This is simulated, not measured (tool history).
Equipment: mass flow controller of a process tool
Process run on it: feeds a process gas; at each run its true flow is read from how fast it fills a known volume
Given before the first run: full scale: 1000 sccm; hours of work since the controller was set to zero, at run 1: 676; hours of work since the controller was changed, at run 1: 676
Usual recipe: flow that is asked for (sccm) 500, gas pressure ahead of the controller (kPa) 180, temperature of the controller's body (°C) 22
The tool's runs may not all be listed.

| run | hour | flow that is asked for (sccm) | gas pressure ahead of the controller (kPa) | temperature of the controller's body (°C) | hours of work since the controller was set to zero | hours of work since the controller was changed | true flow (%) |
|---|---|---|---|---|---|---|---|
| 1 | 0.0 | 500 | 180 | 22 | 676 | 676 | 98.55 |
| 2 | 40.6 | 500 | 180 | 22 | 695 | 695 | 98.53 |
| 3 | 93.0 | 500 | 180 | 24 | 719 | 719 | 98.50 |
| 4 | 178.8 | 594 | 180 | 22 | 759 | 759 | 98.72 |
| 5 | 256.4 | 500 | 180 | 26 | 796 | 796 | 98.34 |
| 6 | 299.3 | 500 | 180 | 26 | 816 | 816 | 98.12 |
| 7 | 335.8 | 500 | 180 | 26 | 833 | 833 | 98.25 |
| 8 | 389.5 | 500 | 180 | 26 | 858 | 858 | 98.25 |
| 9 | 438.0 | 500 | 180 | 30 | 880 | 880 | 97.96 |
| 10 | 509.0 | 500 | 180 | 30 | 913 | 913 | 98.14 |
| 11 | 550.8 | 500 | 180 | 30 | 933 | 933 | 97.99 |
| 12 | 616.9 | 500 | 180 | 30 | 964 | 964 | 97.93 |
| 13 | 698.3 | 500 | 180 | 30 | 1001 | 1001 | 97.88 |
| 14 | 737.9 | 500 | 180 | 22 | 1020 | 1020 | 98.31 |
| 15 | 805.3 | 500 | 180 | 26 | 1051 | 1051 | 98.19 |
| 16 | 876.6 | 500 | 180 | 26 | 1085 | 1085 | 98.10 |
| 17 | 955.6 | 138 | 180 | 22 | 1121 | 1121 | 96.43 |
| 18 | 1020.7 | 138 | 180 | 22 | 1152 | 1152 | 96.26 |
| 19 | 1064.6 | 138 | 180 | 22 | 1172 | 1172 | 96.25 |
| 20 | 1133.7 | 138 | 180 | 22 | 1204 | 1204 | 96.26 |
| 21 | 1186.7 | 500 | 251 | 22 | 1229 | 1229 | 98.75 |
| 22 | 1270.8 | 500 | 251 | 22 | 1268 | 1268 | 98.52 |
| 23 | 1333.1 | 912 | 167 | 22 | 1297 | 1297 | 99.11 |
| 24 | 1415.2 | 912 | 167 | 22 | 1335 | 1335 | 99.00 |
| 25 | 1470.9 | 500 | 150 | 26 | 1361 | 1361 | 97.64 |
| 26 | 1536.2 | 500 | 229 | 36 | 1392 | 1392 | 97.46 |
| 27 | 1615.6 | 198 | 180 | 27 | 1429 | 1429 | 96.18 |
| 28 | 1686.5 | 198 | 180 | 27 | 1462 | 1462 | 96.38 |
| 29 | 1762.7 | 193 | 207 | 22 | 1497 | 1497 | 96.58 |
| 30 | 1828.4 | 193 | 207 | 22 | 1528 | 1528 | 96.66 |
| 31 | 1865.9 | 193 | 207 | 22 | 1545 | 1545 | 96.64 |
| 32 | 1947.2 | 246 | 207 | 23 | 1583 | 1583 | 96.77 |
| 33 | 2035.4 | 652 | 167 | 23 | 1624 | 1624 | 98.31 |
| 34 | 2113.8 | 384 | 216 | 28 | 1661 | 1661 | 97.38 |
| 35 | 2197.6 | 819 | 252 | 22 | 1700 | 1700 | 99.20 |
| 36 | 2233.5 | 295 | 240 | 31 | 1717 | 1717 | 96.76 |
| 37 | 2317.4 | 295 | 240 | 31 | 1756 | 1756 | 96.76 |
| 38 | 2364.0 | 295 | 240 | 31 | 1778 | 1778 | 96.74 |
| 39 | 2399.6 | 500 | 208 | 32 | 1794 | 1794 | 97.33 |
| 40 | 2480.7 | 500 | 208 | 32 | 1832 | 1832 | 97.33 |

Predict the results of run 41:
| 41 | 2545.5 | 107 | 188 | 25 | 1862 | 1862 | ? |

Logged for run 41: true flow (%) 94.28.
With no hidden state in the tool, this same run would have given true flow (%) 98.16.
